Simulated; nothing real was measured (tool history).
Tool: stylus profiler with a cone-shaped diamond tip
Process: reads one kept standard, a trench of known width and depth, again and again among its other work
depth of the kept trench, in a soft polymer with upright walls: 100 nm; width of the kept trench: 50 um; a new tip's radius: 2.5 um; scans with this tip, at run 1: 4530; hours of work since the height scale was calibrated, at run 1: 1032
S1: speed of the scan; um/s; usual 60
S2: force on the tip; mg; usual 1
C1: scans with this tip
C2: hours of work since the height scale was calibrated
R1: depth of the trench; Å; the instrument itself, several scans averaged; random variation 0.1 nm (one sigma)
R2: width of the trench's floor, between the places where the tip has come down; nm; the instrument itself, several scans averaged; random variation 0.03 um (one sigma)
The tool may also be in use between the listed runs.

run,hour,S1,S2,C1,C2,R1,R2
1,0,60,1,4530,1032,1008.1,48140
2,41.1,60,1,4667,1063,1008.6,48190
3,72.4,60,1,4771,1086,1009,48240
4,106.9,60,1,4886,1113,1008.8,48200
5,161.2,60,1,5066,1154,1008.7,48170
6,212.5,190,0.72,5237,1193,1005.7,47090
7,247.3,190,0.72,5353,1219,1007.2,47150
8,277.4,190,0.72,5453,1242,1006.5,47100
9,314,112,1.67,5575,1269,1009.9,48020
10,349.2,17,0.95,5692,1296,1007.2,48500

Forecast each of these 3 alternatives for the next run:
A,385.8,26,0.95,5814,1324,?,?
B,385.8,61,0.73,5814,1324,?,?
C,385.8,17,0.65,5814,1324,?,?

run,R1,R2
A,1008.1,48380
B,1007.7,48130
C,1006.3,48420
Without the tool's hidden state the same runs would have given:
run,R1,R2
A,1008.2,48390
B,1007.8,48130
C,1006.3,48430

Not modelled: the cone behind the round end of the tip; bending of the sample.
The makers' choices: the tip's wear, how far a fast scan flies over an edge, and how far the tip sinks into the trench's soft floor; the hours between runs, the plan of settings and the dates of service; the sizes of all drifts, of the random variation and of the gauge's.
